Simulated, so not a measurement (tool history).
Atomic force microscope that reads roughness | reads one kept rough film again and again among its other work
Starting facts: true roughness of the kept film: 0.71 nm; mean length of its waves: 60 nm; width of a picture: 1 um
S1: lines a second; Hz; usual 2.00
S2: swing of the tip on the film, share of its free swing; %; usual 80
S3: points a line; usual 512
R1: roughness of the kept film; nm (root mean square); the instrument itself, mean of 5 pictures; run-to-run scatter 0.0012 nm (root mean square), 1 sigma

run 1 hour=0.0 | S1=2.00 S2=80 S3=512 | R1=0.597
run 2 hour=49.0 | S1=2.00 S2=80 S3=512 | R1=0.594
run 3 hour=98.5 | S1=2.00 S2=80 S3=512 | R1=0.589
-- hour=117.1 new tip fitted
run 4 hour=160.4 | S1=2.00 S2=85 S3=512 | R1=0.571
run 5 hour=242.2 | S1=2.00 S2=80 S3=788 | R1=0.593
-- hour=267.1 new tip fitted
run 6 hour=324.7 | S1=2.00 S2=80 S3=512 | R1=0.595
run 7 hour=390.8 | S1=2.00 S2=80 S3=512 | R1=0.595
-- hour=415.6 new tip fitted
run 8 hour=434.7 | S1=2.00 S2=80 S3=512 | R1=0.601
run 9 hour=510.9 | S1=2.00 S2=80 S3=512 | R1=0.595
-- hour=563.4 new tip fitted
run 10 hour=581.7 | S1=2.00 S2=80 S3=512 | R1=0.602
run 11 hour=636.0 | S1=2.00 S2=80 S3=512 | R1=0.598
run 12 hour=680.7 | S1=2.00 S2=80 S3=512 | R1=0.597
-- hour=714.2 new tip fitted
run 13 hour=725.0 | S1=2.00 S2=84 S3=512 | R1=0.583
run 14 hour=783.6 | S1=2.00 S2=84 S3=512 | R1=0.577
-- hour=867.3 new tip fitted
run 15 hour=871.4 | S1=2.00 S2=84 S3=512 | R1=0.582
run 16 hour=918.6 | S1=2.00 S2=84 S3=512 | R1=0.581
run 17 hour=990.6 | S1=2.00 S2=84 S3=588 | R1=0.579
-- hour=1014.7 new tip fitted
run 18 hour=1057.4 | S1=2.00 S2=80 S3=512 | R1=0.601
run 19 hour=1144.9 | S1=2.00 S2=80 S3=512 | R1=0.598
-- hour=1162.9 new tip fitted
run 20 hour=1199.7 | S1=2.92 S2=80 S3=512 | R1=0.561
run 21 hour=1268.4 | S1=2.00 S2=66 S3=512 | R1=0.657
-- hour=1310.3 new tip fitted
run 22 hour=1331.8 | S1=2.00 S2=66 S3=512 | R1=0.661
run 23 hour=1376.1 | S1=2.00 S2=66 S3=512 | R1=0.660
run 24 hour=1447.4 | S1=2.00 S2=67 S3=512 | R1=0.653
-- hour=1458.5 new tip fitted
-- hour=1486.4 height scale calibrated on a step standard
run 25 hour=1536.4 | S1=2.00 S2=90 S3=512 | R1=0.538
-- hour=1608.5 new tip fitted
run 26 hour=1619.8 | S1=2.00 S2=80 S3=512 | R1=0.591
run 27 hour=1692.0 | S1=2.00 S2=80 S3=512 | R1=0.591
-- hour=1755.4 new tip fitted
run 28 hour=1755.4 | S1=2.00 S2=80 S3=512 | R1=0.594
run 29 hour=1818.2 | S1=1.21 S2=80 S3=298 | R1=0.627
run 30 hour=1865.4 | S1=0.65 S2=80 S3=298 | R1=0.658
-- hour=1904.0 new tip fitted
run 31 hour=1921.0 | S1=0.65 S2=80 S3=298 | R1=0.668
run 32 hour=1989.5 | S1=1.34 S2=60 S3=471 | R1=0.673
run 33 hour=2026.3 | S1=1.11 S2=77 S3=471 | R1=0.645
-- hour=2054.3 new tip fitted
run 34 hour=2079.2 | S1=1.11 S2=77 S3=471 | R1=0.650
run 35 hour=2126.4 | S1=0.85 S2=80 S3=479 | R1=0.653
run 36 hour=2190.4 | S1=3.27 S2=79 S3=267 | R1=0.542
-- hour=2204.0 new tip fitted
run 37 hour=2272.6 | S1=2.07 S2=80 S3=1012 | R1=0.592
run 38 hour=2315.6 | S1=2.03 S2=62 S3=369 | R1=0.659
-- hour=2352.3 new tip fitted
run 39 hour=2394.6 | S1=3.08 S2=58 S3=289 | R1=0.657
run 40 hour=2445.5 | S1=2.92 S2=73 S3=760 | R1=0.593
-- hour=2500.1 new tip fitted
run 41 hour=2532.3 | S1=0.78 S2=78 S3=760 | R1=0.665
run 42 hour=2586.5 | S1=0.66 S2=78 S3=488 | R1=0.670
run 43 hour=2636.4 | S1=0.95 S2=80 S3=512 | R1=0.649
-- hour=2649.2 new tip fitted
run 44 hour=2724.1 | S1=0.97 S2=80 S3=775 | R1=0.650
run 45 hour=2785.5 | S1=0.95 S2=70 S3=988 | R1=0.671
-- hour=2797.6 new tip fitted
run 46 hour=2826.9 | S1=2.07 S2=80 S3=512 | R1=0.596
run 47 hour=2901.7 | S1=2.00 S2=80 S3=305 | R1=0.595
run 48 hour=2941.9 | S1=0.58 S2=87 S3=270 | R1=0.654
-- hour=2949.4 new tip fitted
run 49 hour=3008.3 | S1=3.85 S2=89 S3=512 | R1=0.454
run 50 hour=3065.1 | S1=3.16 S2=55 S3=512 | R1=0.668
-- hour=3101.5 new tip fitted
run 51 hour=3111.8 | S1=3.16 S2=55 S3=512 | R1=0.671

Consider 3 possible next runs. They are alternatives, not a sequence: every one starts from the tool as it was left by run 51. What does each give?
run A hour=3177.3 | S1=2.00 S2=80 S3=631 | R1=?
run B hour=3177.3 | S1=2.38 S2=84 S3=286 | R1=?
run C hour=3177.3 | S1=0.79 S2=56 S3=968 | R1=?

run=A R1=0.600
run=B R1=0.558
run=C R1=0.701
Take away the tool's hidden state, keep each run's random variation, and the runs would have read:
run=A R1=0.593
run=B R1=0.552
run=C R1=0.694
